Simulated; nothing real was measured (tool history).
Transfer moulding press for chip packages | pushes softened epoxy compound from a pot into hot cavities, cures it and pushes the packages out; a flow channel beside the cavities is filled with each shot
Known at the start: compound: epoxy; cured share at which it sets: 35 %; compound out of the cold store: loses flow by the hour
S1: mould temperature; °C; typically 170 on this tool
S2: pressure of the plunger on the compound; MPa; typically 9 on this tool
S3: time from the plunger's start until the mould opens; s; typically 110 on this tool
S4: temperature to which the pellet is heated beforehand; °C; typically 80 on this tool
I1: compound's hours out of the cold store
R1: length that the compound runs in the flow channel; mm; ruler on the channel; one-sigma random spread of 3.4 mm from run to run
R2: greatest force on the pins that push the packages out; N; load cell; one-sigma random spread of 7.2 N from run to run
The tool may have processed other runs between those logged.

run 1 hour=0 | S1=170 S2=9 S3=110 S4=80 | I1=25.2 | R1=630 R2=307
run 2 hour=49.7 | S1=170 S2=9 S3=110 S4=80 | I1=37.9 | R1=590 R2=298
run 3 hour=132.9 | S1=170 S2=9 S3=110 S4=80 | I1=44.3 | R1=564 R2=300
run 4 hour=221.1 | S1=170 S2=9 S3=110 S4=86 | I1=21.5 | R1=643 R2=323
run 5 hour=303.4 | S1=173 S2=9 S3=110 S4=80 | I1=46.5 | R1=551 R2=269
run 6 hour=390.7 | S1=173 S2=9 S3=110 S4=74 | I1=19.2 | R1=643 R2=280
run 7 hour=456.9 | S1=173 S2=9 S3=110 S4=74 | I1=27.5 | R1=615 R2=270
run 8 hour=512 | S1=173 S2=9 S3=110 S4=77 | I1=44.5 | R1=558 R2=258
run 9 hour=571.9 | S1=173 S2=9 S3=110 S4=77 | I1=46.8 | R1=557 R2=275
run 10 hour=633.1 | S1=173 S2=9 S3=110 S4=77 | I1=43.3 | R1=569 R2=273
run 11 hour=723.7 | S1=173 S2=9 S3=110 S4=77 | I1=44.2 | R1=567 R2=275
run 12 hour=783.4 | S1=173 S2=9 S3=110 S4=77 | I1=42.7 | R1=562 R2=263
run 13 hour=824.9 | S1=173 S2=9 S3=110 S4=77 | I1=18.8 | R1=641 R2=285
run 14 hour=899 | S1=176 S2=9 S3=98 S4=72 | I1=44.6 | R1=553 R2=268
run 15 hour=937.5 | S1=164 S2=9 S3=110 S4=80 | I1=16.7 | R1=684 R2=478
run 16 hour=1026.4 | S1=164 S2=9 S3=110 S4=80 | I1=26.6 | R1=645 R2=451
run 17 hour=1068.5 | S1=164 S2=9 S3=110 S4=80 | I1=11.2 | R1=702 R2=482
run 18 hour=1156.2 | S1=170 S2=8.72 S3=99 S4=80 | I1=8.6 | R1=685 R2=384
run 19 hour=1201.5 | S1=170 S2=9.46 S3=110 S4=80 | I1=28.6 | R1=632 R2=303
run 20 hour=1249.4 | S1=170 S2=9.46 S3=110 S4=80 | I1=39.5 | R1=597 R2=299
run 21 hour=1301.9 | S1=174 S2=10.03 S3=110 S4=77 | I1=32.4 | R1=623 R2=264
run 22 hour=1339.6 | S1=175 S2=10.03 S3=110 S4=81 | I1=35.8 | R1=615 R2=254
run 23 hour=1430.5 | S1=172 S2=8.21 S3=110 S4=85 | I1=25.7 | R1=589 R2=274
run 24 hour=1510.5 | S1=172 S2=10.82 S3=126 S4=90 | I1=18.6 | R1=711 R2=249
run 25 hour=1586.4 | S1=163 S2=7.14 S3=126 S4=74 | I1=37.6 | R1=544 R2=355
run 26 hour=1625.5 | S1=171 S2=9 S3=110 S4=87 | I1=10.9 | R1=682 R2=296

Between the runs listed above, the log contained 16 entries, not reproduced here. Where in the sequence does each belong, and how does what the log doesn't record of the tool's condition differ from the listed run before to the listed run after?
In the gap between runs 1 and 2: cavities cleaned with cleaning compound and waxed (hour 9.5)
  pressure that reaches the compound, % of what is set: 99.88 -> 99.87; grip of the stained cavities, % over clean ones': 1.8 -> 0.8
  difference, measured minus the result without the unlogged condition, R2: +5 -> +2 N
In the gap between runs 3 and 4: cavities cleaned with cleaning compound and waxed (hour 148.1)
  pressure that reaches the compound, % of what is set: 99.84 -> 99.82; grip of the stained cavities, % over clean ones': 1.8 -> 1.3
  difference, measured minus the result without the unlogged condition, R2: +5 -> +4 N
In the gap between runs 4 and 5: cavities cleaned with cleaning compound and waxed (hour 282.5)
  pressure that reaches the compound, % of what is set: 99.82 -> 99.79; grip of the stained cavities, % over clean ones': 1.3 -> 0.4
  difference, measured minus the result without the unlogged condition, R2: +4 -> +1 N
In the gap between runs 5 and 6: plunger's sealing rings changed (hour 322.3)
  pressure that reaches the compound, % of what is set: 99.79 -> 99.97; grip of the stained cavities, % over clean ones': 0.4 -> 1.6
  difference, measured minus the result without the unlogged condition, R2: +1 -> +4 N
In the gap between runs 6 and 7: cavities cleaned with cleaning compound and waxed (hour 419.6)
  pressure that reaches the compound, % of what is set: 99.97 -> 99.95; grip of the stained cavities, % over clean ones': 1.6 -> 0.8
  difference, measured minus the result without the unlogged condition, R2: +4 -> +2 N
In the gap between runs 8 and 9: cavities cleaned with cleaning compound and waxed (hour 553)
  pressure that reaches the compound, % of what is set: 99.94 -> 99.92; grip of the stained cavities, % over clean ones': 1.5 -> 0.5
  difference, measured minus the result without the unlogged condition, R2: +4 -> +2 N
In the gap between runs 10 and 11: mould's thermocouples calibrated (hour 687.3); cavities cleaned with cleaning compound and waxed (hour 688.8)
  pressure that reaches the compound, % of what is set: 99.9 -> 99.88; grip of the stained cavities, % over clean ones': 1.4 -> 0.7
  difference, measured minus the result without the unlogged condition, R2: +4 -> +2 N
In the gap between runs 12 and 13: cavities cleaned with cleaning compound and waxed (hour 821.1)
  pressure that reaches the compound, % of what is set: 99.86 -> 99.85; grip of the stained cavities, % over clean ones': 1.6 -> 0.1
  difference, measured minus the result without the unlogged condition, R2: +4 -> +0 N
In the gap between runs 15 and 16: cavities cleaned with cleaning compound and waxed (hour 956.6)
  pressure that reaches the compound, % of what is set: 99.82 -> 99.79; grip of the stained cavities, % over clean ones': 1.8 -> 1.2
  difference, measured minus the result without the unlogged condition, R2: +8 -> +6 N
In the gap between runs 17 and 18: plunger's sealing rings changed (hour 1078.8); cavities cleaned with cleaning compound and waxed (hour 1093.7)
  pressure that reaches the compound, % of what is set: 99.78 -> 99.97; grip of the stained cavities, % over clean ones': 1.7 -> 1.2
  difference, measured minus the result without the unlogged condition, R2: +8 -> +5 N
In the gap between runs 19 and 20: cavities cleaned with cleaning compound and waxed (hour 1225.8)
  pressure that reaches the compound, % of what is set: 99.96 -> 99.94; grip of the stained cavities, % over clean ones': 1.6 -> 0.6
  difference, measured minus the result without the unlogged condition, R2: +5 -> +1 N
In the gap between runs 22 and 23: cavities cleaned with cleaning compound and waxed (hour 1361.4)
  pressure that reaches the compound, % of what is set: 99.92 -> 99.89; grip of the stained cavities, % over clean ones': 1.7 -> 1.2
  difference, measured minus the result without the unlogged condition, R2: +5 -> +3 N
In the gap between runs 23 and 24: cavities cleaned with cleaning compound and waxed (hour 1496.7)
  pressure that reaches the compound, % of what is set: 99.89 -> 99.87; grip of the stained cavities, % over clean ones': 1.2 -> 0.4
  difference, measured minus the result without the unlogged condition, R2: +3 -> +1 N
In the gap between runs 25 and 26: mould's thermocouples calibrated (hour 1623)
  true mould temperature over the reading, C: 0.01 -> 0; pressure that reaches the compound, % of what is set: 99.85 -> 99.84; grip of the stained cavities, % over clean ones': 1.4 -> 1.8
  difference, measured minus the result without the unlogged condition, R2: +5 -> +5 N
